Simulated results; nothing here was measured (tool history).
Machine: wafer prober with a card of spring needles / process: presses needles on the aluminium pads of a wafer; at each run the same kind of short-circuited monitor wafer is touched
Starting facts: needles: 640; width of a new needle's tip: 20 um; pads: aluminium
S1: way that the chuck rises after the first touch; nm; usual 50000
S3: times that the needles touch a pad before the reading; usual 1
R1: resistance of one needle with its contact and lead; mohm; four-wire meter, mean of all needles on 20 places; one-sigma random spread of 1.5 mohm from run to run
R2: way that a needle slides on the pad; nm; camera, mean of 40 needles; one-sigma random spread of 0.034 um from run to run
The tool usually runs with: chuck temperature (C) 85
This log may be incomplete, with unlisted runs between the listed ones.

run 1 day=0.000 | S1=50000 chuck_temperature_(C)=85 S3=1 | R1=199 R2=9570
-- day=0.442 tips cleaned on abrasive film
run 2 day=0.442 | S1=50000 chuck_temperature_(C)=85 S3=3 | R1=148 R2=9590
run 3 day=0.812 | S1=36000 chuck_temperature_(C)=85 S3=3 | R1=248 R2=6800
-- day=0.962 tips cleaned on abrasive film
run 4 day=1.238 | S1=37000 chuck_temperature_(C)=85 S3=1 | R1=360 R2=6990
-- day=1.462 tips cleaned on abrasive film
run 5 day=1.542 | S1=37000 chuck_temperature_(C)=85 S3=1 | R1=255 R2=6980
run 6 day=1.838 | S1=50000 chuck_temperature_(C)=85 S3=3 | R1=196 R2=9600
-- day=1.992 tips cleaned on abrasive film
run 7 day=2.429 | S1=50000 chuck_temperature_(C)=34 S3=1 | R1=293 R2=9580
-- day=2.483 tips cleaned on abrasive film
run 8 day=2.875 | S1=50000 chuck_temperature_(C)=94 S3=1 | R1=282 R2=9570
-- day=2.979 tips cleaned on abrasive film
run 9 day=3.138 | S1=50000 chuck_temperature_(C)=48 S3=1 | R1=225 R2=9590
-- day=3.458 height of the first contact set anew
-- day=3.508 tips cleaned on abrasive film
run 10 day=3.621 | S1=50000 chuck_temperature_(C)=48 S3=1 | R1=200 R2=10000
run 11 day=3.892 | S1=50000 chuck_temperature_(C)=48 S3=1 | R1=271 R2=9940
-- day=4.033 tips cleaned on abrasive film
run 12 day=4.483 | S1=50000 chuck_temperature_(C)=48 S3=1 | R1=280 R2=9980
-- day=4.579 tips cleaned on abrasive film
-- day=5.067 tips cleaned on abrasive film
run 13 day=5.088 | S1=50000 chuck_temperature_(C)=48 S3=1 | R1=165 R2=9950
run 14 day=5.483 | S1=50000 chuck_temperature_(C)=48 S3=1 | R1=287 R2=9950
-- day=5.575 tips cleaned on abrasive film
run 15 day=5.750 | S1=50000 chuck_temperature_(C)=48 S3=1 | R1=231 R2=9950
run 16 day=6.008 | S1=50000 chuck_temperature_(C)=48 S3=1 | R1=286 R2=9930
-- day=6.104 tips cleaned on abrasive film
run 17 day=6.383 | S1=50000 chuck_temperature_(C)=48 S3=1 | R1=254 R2=9890
-- day=6.600 tips cleaned on abrasive film
run 18 day=6.833 | S1=50000 chuck_temperature_(C)=48 S3=1 | R1=244 R2=9900
-- day=7.108 tips cleaned on abrasive film
run 19 day=7.458 | S1=47000 chuck_temperature_(C)=48 S3=1 | R1=288 R2=9340
-- day=7.617 tips cleaned on abrasive film
run 20 day=7.788 | S1=37000 chuck_temperature_(C)=48 S3=2 | R1=234 R2=7260
-- day=8.112 tips cleaned on abrasive film
run 21 day=8.296 | S1=50000 chuck_temperature_(C)=46 S3=2 | R1=195 R2=9960
run 22 day=8.579 | S1=59000 chuck_temperature_(C)=46 S3=2 | R1=203 R2=11660
-- day=8.621 tips cleaned on abrasive film
run 23 day=8.971 | S1=59000 chuck_temperature_(C)=46 S3=2 | R1=198 R2=11670
-- day=9.117 tips cleaned on abrasive film
run 24 day=9.504 | S1=59000 chuck_temperature_(C)=46 S3=2 | R1=194 R2=11680
-- day=9.642 tips cleaned on abrasive film
run 25 day=9.846 | S1=47000 chuck_temperature_(C)=125 S3=3 | R1=187 R2=9240
-- day=10.162 tips cleaned on abrasive film
run 26 day=10.362 | S1=61000 chuck_temperature_(C)=85 S3=1 | R1=205 R2=12040
-- day=10.704 tips cleaned on abrasive film
run 27 day=10.992 | S1=61000 chuck_temperature_(C)=85 S3=1 | R1=219 R2=12080
-- day=11.212 tips cleaned on abrasive film
run 28 day=11.567 | S1=47000 chuck_temperature_(C)=60 S3=1 | R1=299 R2=9270
-- day=11.708 tips cleaned on abrasive film
run 29 day=11.908 | S1=57000 chuck_temperature_(C)=105 S3=1 | R1=214 R2=11230
-- day=12.217 tips cleaned on abrasive film
run 30 day=12.267 | S1=50000 chuck_temperature_(C)=85 S3=3 | R1=160 R2=9850
-- day=12.712 tips cleaned on abrasive film
run 31 day=12.712 | S1=56000 chuck_temperature_(C)=85 S3=3 | R1=143 R2=11050
run 32 day=13.067 | S1=56000 chuck_temperature_(C)=85 S3=3 | R1=181 R2=11060
-- day=13.238 tips cleaned on abrasive film
run 33 day=13.362 | S1=57000 chuck_temperature_(C)=107 S3=2 | R1=171 R2=11270

Here are 3 independent what-if runs from the current tool condition. What would each one return?
-- day=13.754 tips cleaned on abrasive film
run A day=13.875 | S1=50000 chuck_temperature_(C)=47 S3=1 | R1=? R2=?
-- day=13.754 tips cleaned on abrasive film
run B day=13.875 | S1=50000 chuck_temperature_(C)=85 S3=2 | R1=? R2=?
-- day=13.754 tips cleaned on abrasive film
run C day=13.875 | S1=50000 chuck_temperature_(C)=85 S3=3 | R1=? R2=?

run=A R1=216 R2=9860
run=B R1=189 R2=9850
run=C R1=169 R2=9790
What these runs would have given with no unlogged condition in the tool:
run=A R1=139 R2=10050
run=B R1=145 R2=10030
run=C R1=143 R2=9980
